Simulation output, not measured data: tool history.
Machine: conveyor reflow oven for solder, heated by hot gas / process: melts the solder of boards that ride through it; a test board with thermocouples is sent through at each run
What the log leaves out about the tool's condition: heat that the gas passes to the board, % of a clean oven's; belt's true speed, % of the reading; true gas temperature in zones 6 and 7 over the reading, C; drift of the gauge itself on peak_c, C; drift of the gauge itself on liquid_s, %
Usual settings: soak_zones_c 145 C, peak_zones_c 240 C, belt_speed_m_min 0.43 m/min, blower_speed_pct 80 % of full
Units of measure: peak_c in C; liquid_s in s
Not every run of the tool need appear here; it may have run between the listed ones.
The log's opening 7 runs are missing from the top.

| run | hour | soak_zones_c | peak_zones_c | belt_speed_m_min | blower_speed_pct | hours of work since the flux was cleaned out | hours of work since the belt drive was overhauled | hours of work since the thermocouples were changed | peak_c | liquid_s |
|---|---|---|---|---|---|---|---|---|---|---|
| 8 | 89.5 | 145 | 240 | 0.43 | 51 | 145 | 582 | 299 | 218.6 | 89.3 |
| 9 | 99.3 | 145 | 240 | 0.43 | 51 | 149 | 586 | 303 | 218.8 | 89.1 |
| 10 | 110 | 145 | 240 | 0.43 | 51 | 153 | 591 | 308 | 218.5 | 89 |
| 11 | 127 | 137 | 240 | 0.43 | 80 | 160 | 598 | 315 | 223.2 | 91.1 |
| 12 | 137.2 | 137 | 240 | 0.43 | 80 | 164 | 602 | 319 | 222.9 | 90.8 |
| 13 | 153.5 | 137 | 240 | 0.43 | 80 | 171 | 609 | 326 | 223.1 | 90.8 |
| 14 | 163.1 | 137 | 240 | 0.43 | 80 | 175 | 613 | 330 | 223.1 | 91.1 |
| 15 | 173.6 | 137 | 240 | 0.43 | 80 | 180 | 617 | 334 | 222.8 | 90.6 |
| 16 | 189.3 | 137 | 240 | 0.43 | 80 | 186 | 624 | 341 | 222.7 | 90.7 |
| 17 | 201.4 | 151 | 240 | 0.348 | 68 | 191 | 629 | 346 | 228.9 | 128.5 |
| 18 | 214.8 | 142 | 240 | 0.43 | 80 | 197 | 634 | 351 | 223.6 | 93.8 |
|  | 227.1 | flux residue cleaned out of gas plates and filters |
| 19 | 235.4 | 142 | 240 | 0.43 | 80 | 3 | 641 | 358 | 225.6 | 95.9 |
| 20 | 243 | 157 | 240 | 0.43 | 80 | 7 | 644 | 361 | 227.7 | 106.4 |
| 21 | 252.1 | 157 | 240 | 0.43 | 80 | 10 | 648 | 365 | 228 | 106.7 |
| 22 | 268.9 | 157 | 240 | 0.43 | 80 | 17 | 655 | 372 | 227.7 | 106.4 |
| 23 | 280.3 | 157 | 238 | 0.43 | 80 | 22 | 659 | 377 | 225.7 | 105.1 |
| 24 | 293 | 145 | 240 | 0.492 | 51 | 27 | 665 | 382 | 214.4 | 72.8 |
| 25 | 305.4 | 145 | 240 | 0.492 | 51 | 33 | 670 | 387 | 214.6 | 72.8 |
| 26 | 322 | 145 | 240 | 0.402 | 58 | 40 | 677 | 394 | 223.6 | 102 |
| 27 | 331 | 145 | 241 | 0.504 | 58 | 43 | 681 | 398 | 216.7 | 73.3 |

For run 28, what comes out?
| 28 | 344.9 | 158 | 241 | 0.43 | 64 | 49 | 686 | 403 | ? | ? |

{"run 28": {"peak_c": 225.9, "liquid_s": 105.4}}
Were there no unlogged condition in the tool, this run, its random variation unchanged, would have produced peak_c 226.6 C, liquid_s 104 s.
